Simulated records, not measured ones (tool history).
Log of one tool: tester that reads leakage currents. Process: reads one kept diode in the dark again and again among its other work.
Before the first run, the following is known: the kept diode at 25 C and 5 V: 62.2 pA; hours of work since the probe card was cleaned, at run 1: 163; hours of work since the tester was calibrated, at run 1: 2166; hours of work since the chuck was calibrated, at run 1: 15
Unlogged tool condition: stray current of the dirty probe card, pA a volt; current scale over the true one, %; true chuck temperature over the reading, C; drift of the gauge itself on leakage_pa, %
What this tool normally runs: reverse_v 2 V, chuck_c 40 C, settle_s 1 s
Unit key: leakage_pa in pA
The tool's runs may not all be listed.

run	hour	reverse_v	chuck_c	settle_s	hours of work since the probe card was cleaned	hours of work since the tester was calibrated	hours of work since the chuck was calibrated	leakage_pa
1	0	2	40	1	163	2166	15	112.81
2	159.6	2	24	1	287	2290	139	35.71
3	257.7	2	40	1	363	2366	215	111.51
4	328	2	40	1.19	417	2420	269	111.55
5	462.6	1.07	40	1	521	2524	374	77.84
6	610.6	16.55	40	1	636	2639	488	373.43
7	772.1	16.55	40	1	761	2764	613	370.66
8	876.6	16.55	40	1	842	2845	694	371.48
9	960.3	2	40	3.48	907	2910	759	109.38
10	1047.8	2	40	3.48	975	2978	827	109.13
11	1163.9	2	40	3.48	1065	3067	917	108.59
12	1315	2	40	1	1181	3184	1034	108.51
13	1410.9	2	40	1	1256	3259	1108	108.11
14	1506.8	2	40	1	1330	3333	1182	108.07
15	1630.2	2	40	0.58	1426	3429	1278	108.16
16	1737.9	2	21	1	1509	3512	1361	28.46
17	1866.7	2	21	1	1609	3612	1461	28.57
# hour 1878.3: chuck's temperature calibrated
18	1953.7	2	40	1	1675	3677	58	101.66
19	2075.5	4.89	40	1	1769	3772	153	170.14
# hour 2224: probe card cleaned and baked
20	2224	2	40	1	0	3884	265	98.39
21	2302.3	4.64	40	0.56	61	3945	326	159.69
22	2373	19.24	39	4.23	115	4000	381	325.74
23	2514.8	3.16	32	9.51	225	4110	491	70.26
24	2661.7	11.64	40	3.84	339	4223	604	262.29
# hour 2711.7: chuck's temperature calibrated, once more
25	2739	11.64	32	0.81	397	4282	21	180.39
26	2815	2	25	2.46	456	4341	80	38.49
27	2970.7	2	25	2.46	577	4461	201	38.36
28	3125.7	2	47	0.58	697	4581	321	180.31
29	3216.7	9.93	36	0.49	767	4652	391	217.51
30	3332.4	9.93	20	0.64	857	4741	481	73.2
31	3431.4	9.93	20	0.64	933	4818	557	73.45
32	3559.5	18.18	39	1.76	1033	4917	657	369.16
33	3633.1	1.19	26	1.36	1090	4974	713	30.56
34	3755.4	4.21	40	0.9	1184	5069	808	168.72
35	3910.3	9.66	43	1	1304	5189	928	330.09
36	4041.8	9.66	43	1	1406	5291	1030	329.82
37	4162.7	2	35	0.32	1500	5384	1124	78.85
38	4266.1	2.8	33	8.97	1580	5464	1204	80.46
39	4343.9	4.6	34	1.21	1640	5524	1264	116.93
40	4414.4	10.88	40	4.41	1695	5579	1319	284.95

How the hidden state differs across the entries between the runs, from the last listed run before each to the first after it:
From run 17 to run 18: chuck's temperature calibrated (hour 1878.3)
  stray current of the dirty probe card, pA a volt: 1.197 -> 1.247; current scale over the true one, %: 1.13 -> 1.15; true chuck temperature over the reading, C: -1.17 -> -1.87
  the result without the hidden state subtracted from the measured one, leakage_pa: +0.28 -> -9.96 pA
From run 19 to run 20: probe card cleaned and baked (hour 2224)
  stray current of the dirty probe card, pA a volt: 1.314 -> 0.024; current scale over the true one, %: 1.18 -> 1.22; true chuck temperature over the reading, C: -1.95 -> -2.03
  the result without the hidden state subtracted from the measured one, leakage_pa: -14.99 -> -13.52 pA
From run 24 to run 25: chuck's temperature calibrated, once more (hour 2711.7)
  stray current of the dirty probe card, pA a volt: 0.266 -> 0.304; current scale over the true one, %: 1.33 -> 1.34; true chuck temperature over the reading, C: -2.31 -> -0.06
  the result without the hidden state subtracted from the measured one, leakage_pa: -38.21 -> +5 pA
